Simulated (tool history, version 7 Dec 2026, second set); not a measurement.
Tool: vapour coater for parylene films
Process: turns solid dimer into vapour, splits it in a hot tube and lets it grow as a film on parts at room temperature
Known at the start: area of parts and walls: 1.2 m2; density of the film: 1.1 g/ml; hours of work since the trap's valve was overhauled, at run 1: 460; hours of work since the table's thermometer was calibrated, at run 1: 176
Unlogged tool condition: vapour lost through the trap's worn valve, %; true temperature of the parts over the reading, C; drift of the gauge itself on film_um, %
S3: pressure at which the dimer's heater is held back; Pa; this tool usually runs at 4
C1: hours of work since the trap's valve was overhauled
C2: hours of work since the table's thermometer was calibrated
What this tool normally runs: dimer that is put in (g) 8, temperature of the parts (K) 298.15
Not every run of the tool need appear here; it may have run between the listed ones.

run 1 day=0 | dimer_that_is_put_in_(g)=8 temperature_of_the_parts_(K)=298.15 S3=4 | C1=460 C2=176 | thickness_of_the_film_(µm)=2.77
run 2 day=0.358 | dimer_that_is_put_in_(g)=8 temperature_of_the_parts_(K)=298.15 S3=4 | C1=464 C2=180 | thickness_of_the_film_(µm)=2.7
run 3 day=0.921 | dimer_that_is_put_in_(g)=8 temperature_of_the_parts_(K)=298.15 S3=4 | C1=471 C2=188 | thickness_of_the_film_(µm)=2.69
run 4 day=1.192 | dimer_that_is_put_in_(g)=10 temperature_of_the_parts_(K)=298.15 S3=4 | C1=475 C2=191 | thickness_of_the_film_(µm)=3.42
run 5 day=1.638 | dimer_that_is_put_in_(g)=12 temperature_of_the_parts_(K)=298.15 S3=4 | C1=480 C2=197 | thickness_of_the_film_(µm)=4.1
run 6 day=2.112 | dimer_that_is_put_in_(g)=12 temperature_of_the_parts_(K)=298.15 S3=4 | C1=486 C2=203 | thickness_of_the_film_(µm)=4.07
run 7 day=2.717 | dimer_that_is_put_in_(g)=12 temperature_of_the_parts_(K)=298.15 S3=4 | C1=494 C2=211 | thickness_of_the_film_(µm)=4.03
run 8 day=3.108 | dimer_that_is_put_in_(g)=12 temperature_of_the_parts_(K)=298.15 S3=4 | C1=499 C2=216 | thickness_of_the_film_(µm)=4.09
run 9 day=3.567 | dimer_that_is_put_in_(g)=8 temperature_of_the_parts_(K)=298.15 S3=4 | C1=505 C2=221 | thickness_of_the_film_(µm)=2.68
run 10 day=4.129 | dimer_that_is_put_in_(g)=8 temperature_of_the_parts_(K)=298.15 S3=4 | C1=512 C2=229 | thickness_of_the_film_(µm)=2.71
run 11 day=4.592 | dimer_that_is_put_in_(g)=8 temperature_of_the_parts_(K)=298.15 S3=2.39 | C1=518 C2=234 | thickness_of_the_film_(µm)=3.07
run 12 day=5.05 | dimer_that_is_put_in_(g)=8 temperature_of_the_parts_(K)=305.15 S3=2.39 | C1=524 C2=240 | thickness_of_the_film_(µm)=2.67
run 13 day=5.488 | dimer_that_is_put_in_(g)=10 temperature_of_the_parts_(K)=298.15 S3=4 | C1=529 C2=246 | thickness_of_the_film_(µm)=3.4
run 14 day=5.762 | dimer_that_is_put_in_(g)=8 temperature_of_the_parts_(K)=298.15 S3=4 | C1=533 C2=249 | thickness_of_the_film_(µm)=2.65
run 15 day=6.229 | dimer_that_is_put_in_(g)=8 temperature_of_the_parts_(K)=298.15 S3=4 | C1=539 C2=255 | thickness_of_the_film_(µm)=2.67
run 16 day=6.612 | dimer_that_is_put_in_(g)=8 temperature_of_the_parts_(K)=298.15 S3=3.53 | C1=544 C2=260 | thickness_of_the_film_(µm)=2.74
-- day=6.7 table's thermometer calibrated
run 17 day=7.125 | dimer_that_is_put_in_(g)=8 temperature_of_the_parts_(K)=298.15 S3=3.53 | C1=550 C2=5 | thickness_of_the_film_(µm)=2.76
run 18 day=7.754 | dimer_that_is_put_in_(g)=8 temperature_of_the_parts_(K)=298.15 S3=4 | C1=558 C2=13 | thickness_of_the_film_(µm)=2.63
run 19 day=8.346 | dimer_that_is_put_in_(g)=8 temperature_of_the_parts_(K)=298.15 S3=4 | C1=565 C2=21 | thickness_of_the_film_(µm)=2.67
run 20 day=8.858 | dimer_that_is_put_in_(g)=8 temperature_of_the_parts_(K)=298.15 S3=4 | C1=572 C2=27 | thickness_of_the_film_(µm)=2.61
-- day=9.288 table's thermometer calibrated, once more
run 21 day=9.417 | dimer_that_is_put_in_(g)=8 temperature_of_the_parts_(K)=298.15 S3=4 | C1=579 C2=2 | thickness_of_the_film_(µm)=2.63
run 22 day=9.746 | dimer_that_is_put_in_(g)=7 temperature_of_the_parts_(K)=302.15 S3=5.55 | C1=583 C2=6 | thickness_of_the_film_(µm)=2
run 23 day=10.233 | dimer_that_is_put_in_(g)=5 temperature_of_the_parts_(K)=293.15 S3=4 | C1=589 C2=12 | thickness_of_the_film_(µm)=1.76
run 24 day=10.546 | dimer_that_is_put_in_(g)=8 temperature_of_the_parts_(K)=296.15 S3=4 | C1=593 C2=16 | thickness_of_the_film_(µm)=2.74
run 25 day=10.967 | dimer_that_is_put_in_(g)=9 temperature_of_the_parts_(K)=295.15 S3=4 | C1=598 C2=21 | thickness_of_the_film_(µm)=3.1
run 26 day=11.238 | dimer_that_is_put_in_(g)=8 temperature_of_the_parts_(K)=294.15 S3=9.83 | C1=602 C2=25 | thickness_of_the_film_(µm)=2.25
run 27 day=11.662 | dimer_that_is_put_in_(g)=5 temperature_of_the_parts_(K)=293.15 S3=10.11 | C1=607 C2=30 | thickness_of_the_film_(µm)=1.38
run 28 day=12.112 | dimer_that_is_put_in_(g)=5 temperature_of_the_parts_(K)=307.15 S3=2.47 | C1=613 C2=36 | thickness_of_the_film_(µm)=1.59
run 29 day=12.442 | dimer_that_is_put_in_(g)=5 temperature_of_the_parts_(K)=307.15 S3=2.47 | C1=617 C2=40 | thickness_of_the_film_(µm)=1.56
run 30 day=12.712 | dimer_that_is_put_in_(g)=7 temperature_of_the_parts_(K)=303.15 S3=2.08 | C1=621 C2=44 | thickness_of_the_film_(µm)=2.51
run 31 day=13.129 | dimer_that_is_put_in_(g)=7 temperature_of_the_parts_(K)=303.15 S3=2.08 | C1=626 C2=49 | thickness_of_the_film_(µm)=2.47
run 32 day=13.446 | dimer_that_is_put_in_(g)=4 temperature_of_the_parts_(K)=300.15 S3=6.72 | C1=630 C2=53 | thickness_of_the_film_(µm)=1.09
run 33 day=13.742 | dimer_that_is_put_in_(g)=4 temperature_of_the_parts_(K)=300.15 S3=6.72 | C1=634 C2=57 | thickness_of_the_film_(µm)=1.14
run 34 day=14.238 | dimer_that_is_put_in_(g)=11 temperature_of_the_parts_(K)=297.15 S3=2.94 | C1=640 C2=63 | thickness_of_the_film_(µm)=3.9
run 35 day=14.75 | dimer_that_is_put_in_(g)=8 temperature_of_the_parts_(K)=298.15 S3=4.23 | C1=647 C2=70 | thickness_of_the_film_(µm)=2.57
run 36 day=15.083 | dimer_that_is_put_in_(g)=8 temperature_of_the_parts_(K)=298.15 S3=4.23 | C1=651 C2=74 | thickness_of_the_film_(µm)=2.55
-- day=15.3 trap's valve overhauled
run 37 day=15.862 | dimer_that_is_put_in_(g)=8 temperature_of_the_parts_(K)=298.15 S3=2.83 | C1=7 C2=82 | thickness_of_the_film_(µm)=3.31
run 38 day=16.425 | dimer_that_is_put_in_(g)=8 temperature_of_the_parts_(K)=299.15 S3=2.83 | C1=14 C2=89 | thickness_of_the_film_(µm)=3.23
run 39 day=16.929 | dimer_that_is_put_in_(g)=5 temperature_of_the_parts_(K)=299.15 S3=2.83 | C1=21 C2=95 | thickness_of_the_film_(µm)=2
run 40 day=17.417 | dimer_that_is_put_in_(g)=4 temperature_of_the_parts_(K)=290.15 S3=2.81 | C1=27 C2=102 | thickness_of_the_film_(µm)=1.88
run 41 day=17.858 | dimer_that_is_put_in_(g)=4 temperature_of_the_parts_(K)=290.15 S3=2.81 | C1=33 C2=107 | thickness_of_the_film_(µm)=1.86
run 42 day=18.221 | dimer_that_is_put_in_(g)=7 temperature_of_the_parts_(K)=292.15 S3=6.47 | C1=37 C2=112 | thickness_of_the_film_(µm)=2.53

Hidden state at the last listed run before each entry between runs and at the first one after, where it differs:
Between runs 16 and 17: table's thermometer calibrated (day 6.7)
  vapour lost through the trap's worn valve, %: 11.7 -> 11.8
  what was measured, less what the result would be without the hidden state, thickness of the film (µm): -0.36 -> -0.37
Between runs 20 and 21: table's thermometer calibrated, once more (day 9.288)
  vapour lost through the trap's worn valve, %: 12.3 -> 12.4; true temperature of the parts over the reading, C: 0.03 -> 0.09
  what was measured, less what the result would be without the hidden state, thickness of the film (µm): -0.37 -> -0.38
Between runs 36 and 37: trap's valve overhauled (day 15.3)
  vapour lost through the trap's worn valve, %: 14 -> 0.5
  what was measured, less what the result would be without the hidden state, thickness of the film (µm): -0.42 -> -0.02

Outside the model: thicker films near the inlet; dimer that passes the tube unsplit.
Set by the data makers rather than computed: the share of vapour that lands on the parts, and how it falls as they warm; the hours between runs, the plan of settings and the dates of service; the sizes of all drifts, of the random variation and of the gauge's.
